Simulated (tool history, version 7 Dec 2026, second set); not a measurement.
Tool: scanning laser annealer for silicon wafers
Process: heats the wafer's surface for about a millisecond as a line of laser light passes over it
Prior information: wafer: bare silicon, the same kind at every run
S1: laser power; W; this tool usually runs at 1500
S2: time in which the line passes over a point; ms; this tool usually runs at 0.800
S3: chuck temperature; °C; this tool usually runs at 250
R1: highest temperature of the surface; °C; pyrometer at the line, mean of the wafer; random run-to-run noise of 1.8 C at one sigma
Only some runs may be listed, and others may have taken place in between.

run 1 hour=0.0 | S1=1500 S2=0.800 S3=250 | R1=1070
run 2 hour=16.0 | S1=1500 S2=0.800 S3=250 | R1=1069
run 3 hour=32.8 | S1=1534 S2=0.800 S3=250 | R1=1088
run 4 hour=53.2 | S1=1534 S2=0.800 S3=250 | R1=1090
run 5 hour=71.4 | S1=1500 S2=0.800 S3=250 | R1=1070
run 6 hour=94.0 | S1=1500 S2=0.800 S3=241 | R1=1061
run 7 hour=109.6 | S1=1372 S2=0.800 S3=241 | R1=987
run 8 hour=122.5 | S1=1372 S2=0.800 S3=241 | R1=984
run 9 hour=147.2 | S1=1372 S2=0.800 S3=241 | R1=985
run 10 hour=166.8 | S1=1372 S2=0.800 S3=241 | R1=984
run 11 hour=186.0 | S1=1372 S2=0.800 S3=262 | R1=1004
run 12 hour=210.3 | S1=1372 S2=0.800 S3=262 | R1=1003
run 13 hour=234.8 | S1=1500 S2=0.565 S3=250 | R1=917
run 14 hour=256.4 | S1=1500 S2=0.565 S3=250 | R1=919
run 15 hour=278.2 | S1=1500 S2=0.565 S3=250 | R1=916
run 16 hour=293.6 | S1=1500 S2=0.565 S3=250 | R1=916
run 17 hour=310.3 | S1=1500 S2=0.565 S3=250 | R1=919
run 18 hour=322.1 | S1=1592 S2=0.800 S3=250 | R1=1127
run 19 hour=344.4 | S1=1500 S2=0.849 S3=250 | R1=1098
run 20 hour=363.6 | S1=1500 S2=0.749 S3=250 | R1=1044
run 21 hour=390.3 | S1=1333 S2=0.805 S3=237 | R1=959
run 22 hour=409.6 | S1=1293 S2=0.819 S3=233 | R1=938
run 23 hour=421.0 | S1=1293 S2=0.819 S3=233 | R1=936
run 24 hour=446.2 | S1=1293 S2=0.819 S3=233 | R1=941
run 25 hour=462.9 | S1=1500 S2=0.819 S3=230 | R1=1058
run 26 hour=481.0 | S1=1500 S2=0.680 S3=230 | R1=974
run 27 hour=500.4 | S1=1500 S2=0.680 S3=230 | R1=974
run 28 hour=524.3 | S1=1439 S2=0.800 S3=265 | R1=1047
run 29 hour=544.4 | S1=1439 S2=0.800 S3=255 | R1=1038
run 30 hour=555.5 | S1=1356 S2=0.842 S3=226 | R1=983
run 31 hour=571.3 | S1=1390 S2=0.909 S3=247 | R1=1057
run 32 hour=588.3 | S1=1500 S2=0.940 S3=250 | R1=1149
run 33 hour=605.7 | S1=1500 S2=0.940 S3=250 | R1=1148
run 34 hour=618.3 | S1=1564 S2=0.621 S3=250 | R1=990
run 35 hour=640.6 | S1=1564 S2=0.621 S3=250 | R1=990
-- hour=656.8 window over the wafer cleaned
run 36 hour=656.9 | S1=1500 S2=0.716 S3=254 | R1=1019
run 37 hour=680.5 | S1=1500 S2=0.812 S3=242 | R1=1066
run 38 hour=692.9 | S1=1402 S2=0.800 S3=284 | R1=1047
run 39 hour=715.8 | S1=1411 S2=0.800 S3=244 | R1=1008
run 40 hour=729.4 | S1=1411 S2=0.800 S3=244 | R1=1011

Branching from run 40: 3 alternative next runs. What would each branch give?
run A hour=750.7 | S1=1289 S2=0.800 S3=244 | R1=?
run B hour=750.7 | S1=1324 S2=0.800 S3=250 | R1=?
run C hour=750.7 | S1=1454 S2=0.800 S3=250 | R1=?

run=A R1=935
run=B R1=966
run=C R1=1047
With no hidden state in the tool, these same runs would have given:
run=A R1=935
run=B R1=966
run=C R1=1047
